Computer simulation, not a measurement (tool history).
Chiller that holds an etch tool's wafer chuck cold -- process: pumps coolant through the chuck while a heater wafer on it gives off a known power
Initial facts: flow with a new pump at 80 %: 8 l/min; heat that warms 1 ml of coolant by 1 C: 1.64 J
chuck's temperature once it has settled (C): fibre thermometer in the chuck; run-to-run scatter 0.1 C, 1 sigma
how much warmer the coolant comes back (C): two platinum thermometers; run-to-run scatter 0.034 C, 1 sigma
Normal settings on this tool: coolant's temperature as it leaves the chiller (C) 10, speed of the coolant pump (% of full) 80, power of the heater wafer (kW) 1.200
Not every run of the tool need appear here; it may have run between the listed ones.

run,hour,coolant's temperature as it leaves the chiller (C),speed of the coolant pump (% of full),power of the heater wafer (kW),chuck's temperature once it has settled (C),how much warmer the coolant comes back (C)
1,0.0,10,80,1.200,25.4,5.47
2,76.4,10,80,1.200,25.4,5.45
3,155.3,10,80,1.663,31.4,7.61
4,193.1,10,80,1.200,25.5,5.46
5,237.3,10,80,1.200,25.5,5.52
6,318.3,10,80,1.200,25.4,5.49
7,390.9,10,80,1.058,23.7,4.89
8,427.5,10,80,1.058,23.7,4.85
9,505.9,10,80,1.058,23.6,4.93
10,553.8,15,80,1.200,30.6,5.49
11,618.7,10,74,0.850,21.4,4.21
12,679.8,19,79,1.162,33.9,5.35
13,759.5,19,79,1.162,34.3,5.33

4 ways to go on from here, each from the tool as it stands after run 13. What would each give?
A,801.4,14,80,0.629,?,?
B,801.4,1,79,1.162,?,?
C,801.4,19,79,0.767,?,?
D,801.4,10,64,1.003,?,?

run,chuck's temperature once it has settled (C),how much warmer the coolant comes back (C)
A,22.2,2.86
B,16.3,5.43
C,28.9,3.54
D,25.1,5.79
With no hidden state in the tool, these same runs would have given:
run,chuck's temperature once it has settled (C),how much warmer the coolant comes back (C)
A,22.2,2.86
B,16.2,5.43
C,28.8,3.54
D,25.1,5.78

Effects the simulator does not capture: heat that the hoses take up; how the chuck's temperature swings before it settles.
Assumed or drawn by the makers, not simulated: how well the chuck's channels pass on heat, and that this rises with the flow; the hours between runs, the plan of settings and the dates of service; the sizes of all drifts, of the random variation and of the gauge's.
